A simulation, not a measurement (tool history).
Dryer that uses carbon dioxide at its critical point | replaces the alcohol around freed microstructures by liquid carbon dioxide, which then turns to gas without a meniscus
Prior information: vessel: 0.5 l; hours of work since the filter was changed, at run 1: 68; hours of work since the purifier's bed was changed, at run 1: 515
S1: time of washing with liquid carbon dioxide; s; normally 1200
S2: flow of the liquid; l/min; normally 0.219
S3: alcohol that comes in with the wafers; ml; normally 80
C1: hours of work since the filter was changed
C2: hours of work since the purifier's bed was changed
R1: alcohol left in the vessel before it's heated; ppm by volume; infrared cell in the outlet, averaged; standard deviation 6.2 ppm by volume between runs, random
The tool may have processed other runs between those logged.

{"run": 1, "hour": 0.0, "S1": 1200, "S2": 0.219, "S3": 80, "C1": 68, "C2": 515, "R1": 398}
{"run": 2, "hour": 41.5, "S1": 1200, "S2": 0.219, "S3": 80, "C1": 88, "C2": 534, "R1": 389}
{"run": 3, "hour": 86.7, "S1": 1200, "S2": 0.219, "S3": 80, "C1": 109, "C2": 555, "R1": 434}
{"run": 4, "hour": 111.7, "S1": 1200, "S2": 0.219, "S3": 80, "C1": 121, "C2": 567, "R1": 423}
{"run": 5, "hour": 138.2, "S1": 1200, "S2": 0.365, "S3": 80, "C1": 133, "C2": 579, "R1": 138}
{"run": 6, "hour": 167.7, "S1": 1200, "S2": 0.365, "S3": 80, "C1": 147, "C2": 593, "R1": 145}
{"run": 7, "hour": 198.0, "S1": 1200, "S2": 0.219, "S3": 80, "C1": 161, "C2": 607, "R1": 450}
{"run": 8, "hour": 243.6, "S1": 1200, "S2": 0.219, "S3": 80, "C1": 182, "C2": 629, "R1": 462}
{"run": 9, "hour": 267.6, "S1": 1200, "S2": 0.219, "S3": 80, "C1": 193, "C2": 640, "R1": 463}
{"run": 10, "hour": 313.1, "S1": 1200, "S2": 0.219, "S3": 21, "C1": 215, "C2": 661, "R1": 237}
{"run": 11, "hour": 342.1, "S1": 1200, "S2": 0.219, "S3": 34, "C1": 228, "C2": 675, "R1": 298}
{"run": 12, "hour": 375.9, "S1": 1200, "S2": 0.219, "S3": 34, "C1": 244, "C2": 691, "R1": 300}
{"run": 13, "hour": 400.1, "S1": 1200, "S2": 0.219, "S3": 34, "C1": 255, "C2": 702, "R1": 308}
{"run": 14, "hour": 455.3, "S1": 1200, "S2": 0.35, "S3": 80, "C1": 281, "C2": 728, "R1": 181}
{"hour": 476.7, "done": "purifier's bed changed"}
{"run": 15, "hour": 484.9, "S1": 1200, "S2": 0.35, "S3": 80, "C1": 294, "C2": 4, "R1": 27}
{"run": 16, "hour": 535.1, "S1": 1200, "S2": 0.219, "S3": 100, "C1": 317, "C2": 27, "R1": 458}
{"run": 17, "hour": 565.9, "S1": 960, "S2": 0.219, "S3": 80, "C1": 331, "C2": 42, "R1": 1180}
{"run": 18, "hour": 606.6, "S1": 960, "S2": 0.219, "S3": 80, "C1": 350, "C2": 61, "R1": 1279}
{"run": 19, "hour": 657.7, "S1": 1200, "S2": 0.219, "S3": 22, "C1": 374, "C2": 85, "R1": 116}
{"run": 20, "hour": 688.7, "S1": 1200, "S2": 0.219, "S3": 22, "C1": 389, "C2": 99, "R1": 132}
{"run": 21, "hour": 729.6, "S1": 1200, "S2": 0.219, "S3": 43, "C1": 408, "C2": 118, "R1": 236}
{"run": 22, "hour": 759.2, "S1": 1200, "S2": 0.219, "S3": 43, "C1": 422, "C2": 132, "R1": 244}
{"run": 23, "hour": 796.7, "S1": 1200, "S2": 0.293, "S3": 25, "C1": 439, "C2": 150, "R1": 57}
{"run": 24, "hour": 828.6, "S1": 840, "S2": 0.138, "S3": 80, "C1": 454, "C2": 165, "R1": 11205}
{"run": 25, "hour": 856.0, "S1": 1200, "S2": 0.301, "S3": 35, "C1": 467, "C2": 177, "R1": 56}
{"run": 26, "hour": 909.9, "S1": 780, "S2": 0.228, "S3": 27, "C1": 492, "C2": 203, "R1": 1004}
{"run": 27, "hour": 934.0, "S1": 1500, "S2": 0.138, "S3": 27, "C1": 504, "C2": 214, "R1": 525}
{"run": 28, "hour": 985.5, "S1": 1500, "S2": 0.138, "S3": 27, "C1": 528, "C2": 238, "R1": 553}
{"run": 29, "hour": 1022.7, "S1": 1860, "S2": 0.271, "S3": 49, "C1": 545, "C2": 255, "R1": 62}
{"hour": 1071.8, "done": "inlet filter changed"}
{"run": 30, "hour": 1076.9, "S1": 1200, "S2": 0.158, "S3": 23, "C1": 2, "C2": 280, "R1": 497}
{"run": 31, "hour": 1099.6, "S1": 1200, "S2": 0.171, "S3": 84, "C1": 13, "C2": 291, "R1": 1117}
{"run": 32, "hour": 1149.1, "S1": 1200, "S2": 0.171, "S3": 84, "C1": 36, "C2": 314, "R1": 1159}
{"run": 33, "hour": 1175.0, "S1": 960, "S2": 0.14, "S3": 117, "C1": 48, "C2": 326, "R1": 8651}
{"run": 34, "hour": 1208.8, "S1": 1200, "S2": 0.178, "S3": 47, "C1": 64, "C2": 342, "R1": 584}
{"run": 35, "hour": 1235.9, "S1": 1200, "S2": 0.178, "S3": 47, "C1": 77, "C2": 355, "R1": 590}
{"run": 36, "hour": 1261.7, "S1": 1200, "S2": 0.219, "S3": 110, "C1": 89, "C2": 367, "R1": 455}
{"run": 37, "hour": 1317.4, "S1": 1620, "S2": 0.131, "S3": 80, "C1": 115, "C2": 393, "R1": 996}
{"run": 38, "hour": 1347.0, "S1": 720, "S2": 0.131, "S3": 80, "C1": 129, "C2": 406, "R1": 16604}
{"run": 39, "hour": 1382.6, "S1": 720, "S2": 0.185, "S3": 58, "C1": 145, "C2": 423, "R1": 4931}
{"run": 40, "hour": 1413.1, "S1": 720, "S2": 0.185, "S3": 50, "C1": 160, "C2": 437, "R1": 4089}
{"run": 41, "hour": 1457.3, "S1": 720, "S2": 0.185, "S3": 50, "C1": 180, "C2": 458, "R1": 4191}
{"run": 42, "hour": 1508.9, "S1": 1200, "S2": 0.149, "S3": 96, "C1": 204, "C2": 482, "R1": 2677}

How would selected steps in R1 from run to run divide? Give the signed amount a tool lacking its hidden state would still show from settings, what came in and random variation, and the signed amount left for the hidden state, including any gauge scatter that is not in both of the compared results.
Hidden conditions of the tool in this case: flow that reaches the vessel past the clogged filter, %; alcohol in the recycled carbon dioxide, ppm; drift of the gauge itself on alcohol_ppm, %.
Run 23 -> 24: S1 1200 -> 840, S2 0.293 -> 0.138, S3 25 -> 80. R1 +11148 ppm by volume: hidden state +2238, all else +8910.
Run 24 -> 25: S1 840 -> 1200, S2 0.138 -> 0.301, S3 80 -> 35. R1 -11149 ppm by volume: hidden state -2232, all else -8917.
Run 37 -> 38: S1 1620 -> 720. R1 +15608 ppm by volume: hidden state +841, all else +14767.
Run 38 -> 39: S2 0.131 -> 0.185, S3 80 -> 58. R1 -11673 ppm by volume: hidden state -517, all else -11156.
